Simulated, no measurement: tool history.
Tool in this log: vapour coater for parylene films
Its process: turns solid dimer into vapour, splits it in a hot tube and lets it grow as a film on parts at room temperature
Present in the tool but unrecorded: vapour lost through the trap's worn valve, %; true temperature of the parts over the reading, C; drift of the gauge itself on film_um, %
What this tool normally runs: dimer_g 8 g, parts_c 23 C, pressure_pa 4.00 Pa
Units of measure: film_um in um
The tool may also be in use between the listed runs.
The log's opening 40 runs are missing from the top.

run	hour	dimer_g	parts_c	pressure_pa	hours of work since the trap's valve was overhauled	hours of work since the table's thermometer was calibrated	film_um
41	1648.5	6	23	3.96	210	37	1.795
42	1687.7	6	23	3.96	237	64	1.785
43	1715.6	5	19	2.15	256	84	1.742
44	1743.2	7	27	4.00	276	103	1.896
45	1773.2	7	27	4.00	297	124	1.904
46	1814.8	4	33	11.86	326	153	0.843
47	1866.7	4	33	11.86	362	189	0.841
48	1890.9	8	33	7.64	379	206	1.778

Consider 3 possible next runs. They are alternatives, not a sequence: every one starts from the tool as it was left by run 48. What does each give?
A	1946.8	5	22	5.84	418	245	?
B	1946.8	5	23	7.64	418	245	?
C	1946.8	10	21	8.94	418	245	?

run	film_um
A	1.454
B	1.385
C	2.854
Had the tool no hidden state, the same runs would have come out as:
run	film_um
A	1.456
B	1.387
C	2.857
